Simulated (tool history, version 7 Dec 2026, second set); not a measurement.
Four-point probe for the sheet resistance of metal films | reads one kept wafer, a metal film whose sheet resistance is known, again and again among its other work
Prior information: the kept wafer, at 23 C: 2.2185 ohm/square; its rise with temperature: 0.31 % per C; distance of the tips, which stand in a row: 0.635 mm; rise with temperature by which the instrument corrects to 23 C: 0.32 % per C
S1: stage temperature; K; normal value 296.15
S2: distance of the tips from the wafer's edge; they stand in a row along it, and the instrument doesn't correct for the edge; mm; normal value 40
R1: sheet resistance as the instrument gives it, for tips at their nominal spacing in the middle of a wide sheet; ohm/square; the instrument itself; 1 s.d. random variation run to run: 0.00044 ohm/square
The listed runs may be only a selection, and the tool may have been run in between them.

run 1 hour=0 | S1=296.15 S2=40 | R1=2.213542
run 2 hour=40.3 | S1=296.15 S2=67 | R1=2.211661
run 3 hour=74.7 | S1=296.15 S2=67 | R1=2.211735
run 4 hour=111.3 | S1=294.15 S2=40 | R1=2.211568
run 5 hour=154.8 | S1=294.15 S2=40 | R1=2.211478
run 6 hour=175.6 | S1=294.15 S2=40 | R1=2.21118
run 7 hour=197.8 | S1=294.15 S2=40 | R1=2.210001
run 8 hour=224.4 | S1=296.15 S2=40 | R1=2.209303
run 9 hour=246.3 | S1=296.15 S2=40 | R1=2.209882
run 10 hour=269.5 | S1=294.15 S2=35 | R1=2.208995
run 11 hour=288.7 | S1=294.15 S2=35 | R1=2.208931
run 12 hour=319.8 | S1=292.15 S2=13 | R1=2.210846
run 13 hour=360.2 | S1=292.15 S2=13 | R1=2.210726
run 14 hour=381.3 | S1=292.15 S2=13 | R1=2.209615
run 15 hour=403.3 | S1=307.15 S2=38 | R1=2.204727

Same runs, no hidden state in the tool, same run-to-run variation:
The tool's hidden condition here consists of: inner tips' distance over the nominal, %; tips' flats over new ones', %; wafer's true temperature over the reading, C; drift of the gauge itself on sheet_ohm, %.
run=1 R1=2.218727
run=2 R1=2.217576
run=3 R1=2.218307
run=4 R1=2.218815
run=5 R1=2.219503
run=6 R1=2.21954
run=7 R1=2.218748
run=8 R1=2.218527
run=9 R1=2.219506
run=10 R1=2.219026
run=11 R1=2.219274
run=12 R1=2.221796
run=13 R1=2.222358
run=14 R1=2.221652
run=15 R1=2.217047
